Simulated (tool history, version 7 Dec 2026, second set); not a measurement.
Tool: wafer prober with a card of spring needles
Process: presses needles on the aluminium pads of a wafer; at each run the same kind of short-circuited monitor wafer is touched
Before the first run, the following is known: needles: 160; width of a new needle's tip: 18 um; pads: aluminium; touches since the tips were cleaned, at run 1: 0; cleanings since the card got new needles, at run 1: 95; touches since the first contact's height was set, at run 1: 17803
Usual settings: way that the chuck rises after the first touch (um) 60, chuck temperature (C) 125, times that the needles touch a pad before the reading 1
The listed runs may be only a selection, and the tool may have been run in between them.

| run | hour | way that the chuck rises after the first touch (um) | chuck temperature (C) | times that the needles touch a pad before the reading | touches since the tips were cleaned | cleanings since the card got new needles | touches since the first contact's height was set | resistance of one needle with its contact and lead (mohm) | way that a needle slides on the pad (um) |
|---|---|---|---|---|---|---|---|---|---|
| 1 | 0 | 60 | 125 | 1 | 0 | 95 | 17803 | 273 | 11.25 |
|  | 6.8 | tips cleaned on abrasive film |
| 2 | 13 | 60 | 125 | 1 | 1682 | 96 | 21309 | 276 | 11.43 |
|  | 14.6 | tips cleaned on abrasive film |
|  | 21.2 | tips cleaned on abrasive film |
|  | 28.9 | tips cleaned on abrasive film |
|  | 35.9 | tips cleaned on abrasive film |
| 3 | 36.7 | 60 | 125 | 1 | 205 | 100 | 27639 | 273 | 11.39 |
|  | 42.6 | tips cleaned on abrasive film |
|  | 50.2 | tips cleaned on abrasive film |
|  | 56.8 | tips cleaned on abrasive film |
| 4 | 57.7 | 60 | 125 | 1 | 253 | 103 | 33286 | 274 | 11.41 |
|  | 64.1 | tips cleaned on abrasive film |
|  | 71.6 | tips cleaned on abrasive film |
|  | 79.1 | tips cleaned on abrasive film |
| 5 | 80.6 | 60 | 125 | 2 | 395 | 106 | 39411 | 272 | 11.43 |
|  | 87.1 | tips cleaned on abrasive film |
|  | 94.7 | tips cleaned on abrasive film |
|  | 102.3 | tips cleaned on abrasive film |
| 6 | 104.6 | 60 | 31 | 2 | 620 | 109 | 45857 | 246 | 11.44 |
|  | 109.6 | tips cleaned on abrasive film |
| 7 | 114.6 | 60 | 31 | 2 | 1380 | 110 | 48567 | 244 | 11.35 |
|  | 116.3 | tips cleaned on abrasive film |
|  | 124.2 | tips cleaned on abrasive film |
|  | 131.3 | tips cleaned on abrasive film |
| 8 | 133.4 | 60 | 31 | 2 | 567 | 113 | 53576 | 251 | 11.46 |
|  | 138 | tips cleaned on abrasive film |
|  | 145.8 | tips cleaned on abrasive film |
|  | 153.5 | tips cleaned on abrasive film |
| 9 | 153.6 | 60 | 31 | 2 | 32 | 116 | 58995 | 246 | 11.43 |
|  | 161.4 | tips cleaned on abrasive film |
|  | 168.4 | tips cleaned on abrasive film |
|  | 175.8 | tips cleaned on abrasive film |
| 10 | 177.4 | 43 | 125 | 1 | 438 | 119 | 65398 | 291 | 8.22 |
|  | 183.4 | tips cleaned on abrasive film |
| 11 | 187.6 | 60 | 118 | 1 | 1122 | 120 | 68123 | 276 | 11.45 |
|  | 190.6 | tips cleaned on abrasive film |
|  | 198.3 | tips cleaned on abrasive film |
| 12 | 200.6 | 60 | 125 | 1 | 646 | 122 | 71625 | 280 | 11.53 |
|  | 205.7 | tips cleaned on abrasive film |
|  | 212.7 | tips cleaned on abrasive film |
|  | 220.6 | tips cleaned on abrasive film |
| 13 | 222.2 | 60 | 125 | 1 | 454 | 125 | 77420 | 275 | 11.52 |
|  | 227.6 | tips cleaned on abrasive film |
|  | 235 | tips cleaned on abrasive film |
|  | 242.3 | tips cleaned on abrasive film |
| 14 | 242.4 | 60 | 125 | 1 | 14 | 128 | 82819 | 275 | 11.52 |
|  | 249.4 | tips cleaned on abrasive film |
| 15 | 255.7 | 60 | 125 | 1 | 1714 | 129 | 86407 | 275 | 11.49 |
|  | 257.4 | tips cleaned on abrasive film |
|  | 264.7 | tips cleaned on abrasive film |
|  | 272 | tips cleaned on abrasive film |
|  | 273.9 | height of the first contact set anew |
| 16 | 275.3 | 56 | 125 | 2 | 833 | 132 | 389 | 282 | 10.69 |
|  | 280.2 | tips cleaned on abrasive film |
|  | 287.8 | tips cleaned on abrasive film |
|  | 294.9 | tips cleaned on abrasive film |
| 17 | 300.1 | 56 | 125 | 2 | 1415 | 135 | 7042 | 277 | 10.71 |
|  | 302.4 | tips cleaned on abrasive film |
|  | 310.3 | tips cleaned on abrasive film |
| 18 | 313.4 | 56 | 125 | 2 | 845 | 137 | 10606 | 277 | 10.7 |
|  | 318.2 | tips cleaned on abrasive film |
|  | 325.9 | tips cleaned on abrasive film |
| 19 | 326 | 76 | 125 | 2 | 27 | 139 | 13978 | 268 | 14.72 |
|  | 333.1 | tips cleaned on abrasive film |
|  | 340.9 | tips cleaned on abrasive film |
| 20 | 342.9 | 60 | 33 | 1 | 534 | 141 | 18516 | 249 | 11.44 |
|  | 347.9 | tips cleaned on abrasive film |
|  | 355.6 | tips cleaned on abrasive film |
| 21 | 360.7 | 60 | 33 | 1 | 1387 | 143 | 23302 | 247 | 11.57 |
|  | 362.3 | tips cleaned on abrasive film |
|  | 370.3 | tips cleaned on abrasive film |
|  | 377.2 | tips cleaned on abrasive film |
| 22 | 379.5 | 60 | 33 | 1 | 635 | 146 | 28348 | 251 | 11.5 |
|  | 383.9 | tips cleaned on abrasive film |
|  | 390.8 | tips cleaned on abrasive film |
|  | 398.1 | tips cleaned on abrasive film |
| 23 | 398.1 | 60 | 33 | 1 | 0 | 149 | 33302 | 246 | 11.54 |
|  | 404.7 | tips cleaned on abrasive film |
|  | 412.7 | tips cleaned on abrasive film |
|  | 420.5 | tips cleaned on abrasive film |
| 24 | 420.8 | 60 | 33 | 1 | 89 | 152 | 39410 | 249 | 11.55 |
|  | 427.2 | tips cleaned on abrasive film |
|  | 434.4 | tips cleaned on abrasive film |
|  | 441.3 | tips cleaned on abrasive film |
| 25 | 444.2 | 60 | 33 | 1 | 783 | 155 | 45694 | 248 | 11.54 |
|  | 448.9 | tips cleaned on abrasive film |
| 26 | 454.3 | 60 | 125 | 2 | 1488 | 156 | 48414 | 275 | 11.55 |
|  | 455.8 | tips cleaned on abrasive film |
|  | 463.7 | tips cleaned on abrasive film |
| 27 | 468 | 59 | 125 | 1 | 1174 | 158 | 52071 | 272 | 11.42 |
|  | 471.3 | tips cleaned on abrasive film |
|  | 478.7 | tips cleaned on abrasive film |
| 28 | 479.4 | 59 | 125 | 1 | 177 | 160 | 55114 | 274 | 11.44 |
|  | 486 | tips cleaned on abrasive film |
|  | 493.4 | tips cleaned on abrasive film |
|  | 501.7 | tips cleaned on abrasive film |
| 29 | 503.6 | 60 | 48 | 1 | 514 | 163 | 61609 | 251 | 11.68 |

Selected run-to-run steps in way that a needle slides on the pad (um), each split into two signed amounts: the part the tool would show with no hidden state at all (from settings, incoming material and random variation), and the remainder, which goes to the hidden state together with any gauge scatter not common to the measured and the hidden-state-free results:
Unlogged tool condition in this case: debris on the tips, nm; way that the needles fall short of the set height, um; tips' diameter, um; drift of the gauge itself on contact_mohm, %; drift of the gauge itself on scrub_um, %.
Run 18 -> 19: way that the chuck rises after the first touch (um) 56 -> 76, tips cleaned on abrasive film, tips cleaned on abrasive film. way that a needle slides on the pad (um) +4.02: hidden state +0.06, all else +3.96.
Run 19 -> 20: way that the chuck rises after the first touch (um) 76 -> 60, chuck temperature (C) 125 -> 33, times that the needles touch a pad before the reading 2 -> 1, tips cleaned on abrasive film, tips cleaned on abrasive film. way that a needle slides on the pad (um) -3.28: hidden state -0.05, all else -3.23.
